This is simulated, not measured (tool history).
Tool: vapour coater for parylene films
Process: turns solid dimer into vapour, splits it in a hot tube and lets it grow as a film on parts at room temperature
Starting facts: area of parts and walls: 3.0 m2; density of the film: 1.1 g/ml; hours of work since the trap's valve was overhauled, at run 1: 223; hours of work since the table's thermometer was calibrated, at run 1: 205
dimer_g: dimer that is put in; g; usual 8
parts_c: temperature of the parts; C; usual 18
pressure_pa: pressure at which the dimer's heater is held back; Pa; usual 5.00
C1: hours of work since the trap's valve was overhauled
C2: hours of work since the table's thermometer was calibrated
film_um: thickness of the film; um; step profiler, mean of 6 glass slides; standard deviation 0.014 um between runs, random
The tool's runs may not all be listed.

run 1 hour=0.0 | dimer_g=8 parts_c=18 pressure_pa=5.00 | C1=223 C2=205 | film_um=1.28
run 2 hour=14.3 | dimer_g=8 parts_c=18 pressure_pa=5.00 | C1=230 C2=212 | film_um=1.28
run 3 hour=30.4 | dimer_g=8 parts_c=26 pressure_pa=5.00 | C1=237 C2=219 | film_um=0.90
run 4 hour=51.4 | dimer_g=8 parts_c=14 pressure_pa=5.00 | C1=247 C2=228 | film_um=1.50
run 5 hour=66.6 | dimer_g=8 parts_c=22 pressure_pa=5.00 | C1=254 C2=235 | film_um=1.08
run 6 hour=88.2 | dimer_g=13 parts_c=22 pressure_pa=5.00 | C1=263 C2=245 | film_um=1.71
run 7 hour=114.2 | dimer_g=13 parts_c=22 pressure_pa=5.00 | C1=275 C2=257 | film_um=1.72
run 8 hour=140.4 | dimer_g=13 parts_c=22 pressure_pa=5.00 | C1=287 C2=269 | film_um=1.71
run 9 hour=160.4 | dimer_g=8 parts_c=18 pressure_pa=5.00 | C1=296 C2=278 | film_um=1.23
run 10 hour=172.9 | dimer_g=8 parts_c=18 pressure_pa=5.00 | C1=302 C2=284 | film_um=1.24
run 11 hour=188.5 | dimer_g=8 parts_c=18 pressure_pa=5.00 | C1=309 C2=291 | film_um=1.25
run 12 hour=207.9 | dimer_g=8 parts_c=18 pressure_pa=5.00 | C1=318 C2=300 | film_um=1.23
run 13 hour=221.1 | dimer_g=4 parts_c=18 pressure_pa=9.53 | C1=324 C2=306 | film_um=0.58
run 14 hour=247.9 | dimer_g=6 parts_c=13 pressure_pa=2.02 | C1=336 C2=318 | film_um=1.27
run 15 hour=261.1 | dimer_g=5 parts_c=19 pressure_pa=8.59 | C1=342 C2=324 | film_um=0.72
run 16 hour=276.3 | dimer_g=6 parts_c=22 pressure_pa=5.00 | C1=349 C2=331 | film_um=0.77
run 17 hour=302.0 | dimer_g=6 parts_c=22 pressure_pa=5.00 | C1=361 C2=342 | film_um=0.80
run 18 hour=314.5 | dimer_g=6 parts_c=20 pressure_pa=4.19 | C1=366 C2=348 | film_um=0.89
run 19 hour=333.7 | dimer_g=8 parts_c=30 pressure_pa=4.29 | C1=375 C2=357 | film_um=0.73
run 20 hour=359.3 | dimer_g=3 parts_c=14 pressure_pa=8.87 | C1=387 C2=368 | film_um=0.51
run 21 hour=372.0 | dimer_g=6 parts_c=18 pressure_pa=5.00 | C1=392 C2=374 | film_um=0.93
run 22 hour=399.1 | dimer_g=4 parts_c=14 pressure_pa=9.51 | C1=405 C2=387 | film_um=0.68
run 23 hour=411.6 | dimer_g=12 parts_c=15 pressure_pa=3.42 | C1=410 C2=392 | film_um=2.16
run 24 hour=425.8 | dimer_g=4 parts_c=11 pressure_pa=4.83 | C1=417 C2=399 | film_um=0.81

3 options for the next run, each taken on its own from the tool as it stands now. Forecast them:
run A hour=440.9 | dimer_g=6 parts_c=12 pressure_pa=2.84 | C1=424 C2=406 | film_um=?
run B hour=440.9 | dimer_g=4 parts_c=27 pressure_pa=2.52 | C1=424 C2=406 | film_um=?
run C hour=440.9 | dimer_g=5 parts_c=26 pressure_pa=2.44 | C1=424 C2=406 | film_um=?

run=A film_um=1.26
run=B film_um=0.44
run=C film_um=0.60
Without the tool's hidden state the same runs would have given:
run=A film_um=1.37
run=B film_um=0.48
run=C film_um=0.65
